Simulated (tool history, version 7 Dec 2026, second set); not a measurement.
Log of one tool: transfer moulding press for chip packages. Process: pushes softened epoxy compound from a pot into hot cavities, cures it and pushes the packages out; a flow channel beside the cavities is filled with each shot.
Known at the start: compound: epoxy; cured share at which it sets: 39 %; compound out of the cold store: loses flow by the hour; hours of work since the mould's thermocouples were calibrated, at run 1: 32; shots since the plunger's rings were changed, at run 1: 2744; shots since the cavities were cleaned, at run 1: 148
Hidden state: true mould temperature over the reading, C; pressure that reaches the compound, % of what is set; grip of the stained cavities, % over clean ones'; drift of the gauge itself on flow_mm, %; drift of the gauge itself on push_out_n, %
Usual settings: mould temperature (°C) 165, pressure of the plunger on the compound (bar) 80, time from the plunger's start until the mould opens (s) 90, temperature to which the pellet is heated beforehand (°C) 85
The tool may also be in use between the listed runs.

run	day	mould temperature (°C)	pressure of the plunger on the compound (bar)	time from the plunger's start until the mould opens (s)	temperature to which the pellet is heated beforehand (°C)	hours of work since the mould's thermocouples were calibrated	shots since the plunger's rings were changed	shots since the cavities were cleaned	incoming compound's hours out of the cold store	length that the compound runs in the flow channel (mm)	greatest force on the pins that push the packages out (N)
1	0	165	80	90	85	32	2744	148	12.2	647	520
2	0.296	165	80	75	85	36	2815	219	45.3	574	778
3	0.529	165	64.1	75	85	39	2872	276	32.6	529	817
4	0.808	165	64.1	75	93	42	2939	343	35.3	537	789
# day 1.15: cavities cleaned with cleaning compound and waxed
5	1.304	165	81.5	90	85	48	3043	37	14.5	634	464
6	1.65	165	81.5	90	85	52	3126	120	9.9	641	517
7	1.892	165	80	90	89	55	3184	178	42	565	508
8	2.258	166	80	90	83	60	3273	267	46	576	498
9	2.725	165	67.5	74	76	66	3386	380	17	575	980
# day 2.938: cavities cleaned with cleaning compound and waxed
10	3.171	165	92	109	80	71	3477	56	24.7	648	381
11	3.496	165	92	109	80	75	3556	135	29.8	642	411
12	3.85	167	62.9	99	79	79	3640	219	38.9	517	448

5 ways to go on from here, each from the tool as it stands after run 12. What would each give?
A	4.175	158	92	99	79	83	3719	298	43.7	?	?
B	4.175	159	62.9	99	79	83	3719	298	22.9	?	?
C	4.175	167	86.7	107	79	83	3719	298	17.4	?	?
D	4.175	167	62.9	99	94	83	3719	298	34.4	?	?
E	4.175	163	80	90	85	83	3719	298	38.6	?	?

run	length that the compound runs in the flow channel (mm)	greatest force on the pins that push the packages out (N)
A	622	698
B	554	718
C	645	438
D	502	458
E	586	619
Without the tool's hidden state the same runs would have given:
run	length that the compound runs in the flow channel (mm)	greatest force on the pins that push the packages out (N)
A	654	560
B	583	576
C	679	348
D	528	366
E	616	496
